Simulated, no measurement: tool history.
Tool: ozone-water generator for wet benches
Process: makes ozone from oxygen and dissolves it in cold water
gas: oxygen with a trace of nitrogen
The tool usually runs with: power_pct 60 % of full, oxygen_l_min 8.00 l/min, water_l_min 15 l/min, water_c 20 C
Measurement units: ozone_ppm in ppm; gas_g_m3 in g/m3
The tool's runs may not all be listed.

run	day	power_pct	oxygen_l_min	water_l_min	water_c	ozone_ppm	gas_g_m3
1	0.000	60	8.00	15	20	21.0	129.8
2	0.875	60	8.36	15	20	21.0	127.1
3	1.996	60	8.36	17	20	19.6	127.5
4	2.542	45	8.00	15	20	17.4	105.5
5	3.562	45	8.00	15	20	17.4	106.9
6	4.267	45	8.00	15	21	16.9	104.9
7	4.854	45	8.00	15	21	17.2	105.9
8	5.642	60	6.65	15	20	21.9	144.3
9	6.650	60	6.65	15	20	21.8	144.9
10	7.679	60	8.00	15	20	21.3	129.8
11	8.479	60	8.00	15	14	24.0	128.7
12	9.671	59	8.00	15	20	21.0	128.3
13	10.217	60	8.00	13	20	22.7	129.8
14	11.438	73	9.86	17	12	25.5	131.8
15	12.742	73	9.86	17	12	25.2	130.5
16	13.433	43	5.32	15	26	15.9	128.6
17	14.579	43	5.32	15	26	15.9	130.2
18	15.204	43	5.32	15	15	19.6	128.9
19	16.312	60	6.10	15	17	23.2	151.2
20	17.429	60	4.31	15	22	22.4	183.4
21	18.654	50	4.31	12	22	22.3	160.3

Predict each of these 4 candidate next runs independently; none follows another, all start after run 21:
A	19.721	52	12.12	15	25	?	?
B	19.721	88	8.27	15	26	?	?
C	19.721	42	11.86	14	20	?	?
D	19.721	60	8.00	16	23	?	?

run	ozone_ppm	gas_g_m3
A	15.2	93.6
B	24.1	166.2
C	15.4	81.6
D	19.0	129.4
Take away the tool's hidden state, keep each run's random variation, and the runs would have read:
run	ozone_ppm	gas_g_m3
A	15.2	93.6
B	24.2	166.3
C	15.4	81.7
D	19.0	129.5
